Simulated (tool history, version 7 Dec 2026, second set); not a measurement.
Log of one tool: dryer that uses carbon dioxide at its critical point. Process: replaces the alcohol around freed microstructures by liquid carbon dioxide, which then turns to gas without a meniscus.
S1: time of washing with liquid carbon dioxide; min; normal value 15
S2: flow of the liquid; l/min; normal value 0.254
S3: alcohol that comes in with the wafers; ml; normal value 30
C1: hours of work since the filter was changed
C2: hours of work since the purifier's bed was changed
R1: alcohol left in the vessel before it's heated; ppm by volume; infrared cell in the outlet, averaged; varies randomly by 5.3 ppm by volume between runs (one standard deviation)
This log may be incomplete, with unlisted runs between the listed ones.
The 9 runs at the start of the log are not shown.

{"run": 10, "hour": 270.9, "S1": 15, "S2": 0.254, "S3": 28, "C1": 367, "C2": 158, "R1": 157}
{"run": 11, "hour": 315.3, "S1": 15, "S2": 0.254, "S3": 28, "C1": 391, "C2": 182, "R1": 159}
{"run": 12, "hour": 343.5, "S1": 15, "S2": 0.254, "S3": 28, "C1": 407, "C2": 198, "R1": 158}
{"run": 13, "hour": 380.4, "S1": 15, "S2": 0.254, "S3": 28, "C1": 427, "C2": 218, "R1": 170}
{"run": 14, "hour": 426.0, "S1": 20, "S2": 0.254, "S3": 30, "C1": 453, "C2": 244, "R1": 44}
{"run": 15, "hour": 464.9, "S1": 20, "S2": 0.254, "S3": 30, "C1": 474, "C2": 265, "R1": 43}
{"run": 16, "hour": 491.9, "S1": 15, "S2": 0.254, "S3": 30, "C1": 489, "C2": 280, "R1": 196}
{"hour": 504.1, "done": "inlet filter changed"}
{"run": 17, "hour": 532.7, "S1": 15, "S2": 0.254, "S3": 30, "C1": 16, "C2": 302, "R1": 133}
{"run": 18, "hour": 558.1, "S1": 15, "S2": 0.254, "S3": 30, "C1": 30, "C2": 316, "R1": 144}
{"run": 19, "hour": 590.4, "S1": 15, "S2": 0.254, "S3": 30, "C1": 48, "C2": 334, "R1": 141}
{"run": 20, "hour": 633.4, "S1": 10, "S2": 0.254, "S3": 30, "C1": 71, "C2": 358, "R1": 947}
{"run": 21, "hour": 669.0, "S1": 10, "S2": 0.254, "S3": 30, "C1": 91, "C2": 377, "R1": 970}
{"run": 22, "hour": 696.7, "S1": 18, "S2": 0.254, "S3": 30, "C1": 106, "C2": 393, "R1": 62}
{"run": 23, "hour": 735.3, "S1": 15, "S2": 0.254, "S3": 55, "C1": 128, "C2": 414, "R1": 240}
{"run": 24, "hour": 782.2, "S1": 15, "S2": 0.167, "S3": 55, "C1": 154, "C2": 440, "R1": 1936}
{"run": 25, "hour": 824.3, "S1": 15, "S2": 0.167, "S3": 55, "C1": 177, "C2": 463, "R1": 1968}
{"run": 26, "hour": 849.5, "S1": 15, "S2": 0.167, "S3": 55, "C1": 191, "C2": 477, "R1": 2012}
{"run": 27, "hour": 900.3, "S1": 15, "S2": 0.167, "S3": 55, "C1": 219, "C2": 505, "R1": 1967}
{"run": 28, "hour": 922.6, "S1": 15, "S2": 0.342, "S3": 99, "C1": 231, "C2": 517, "R1": 90}
{"run": 29, "hour": 951.5, "S1": 15, "S2": 0.342, "S3": 99, "C1": 247, "C2": 533, "R1": 87}
{"run": 30, "hour": 998.2, "S1": 14, "S2": 0.308, "S3": 30, "C1": 273, "C2": 559, "R1": 102}

What does the tool deliver on the next run?
{"hour": 1035.8, "done": "purifier's bed changed"}
{"run": 31, "hour": 1043.1, "S1": 18, "S2": 0.291, "S3": 55, "C1": 296, "C2": 4, "R1": "?"}

R1: 34 ppm by volume
Without the tool's hidden state the same run would have given R1 24 ppm by volume.

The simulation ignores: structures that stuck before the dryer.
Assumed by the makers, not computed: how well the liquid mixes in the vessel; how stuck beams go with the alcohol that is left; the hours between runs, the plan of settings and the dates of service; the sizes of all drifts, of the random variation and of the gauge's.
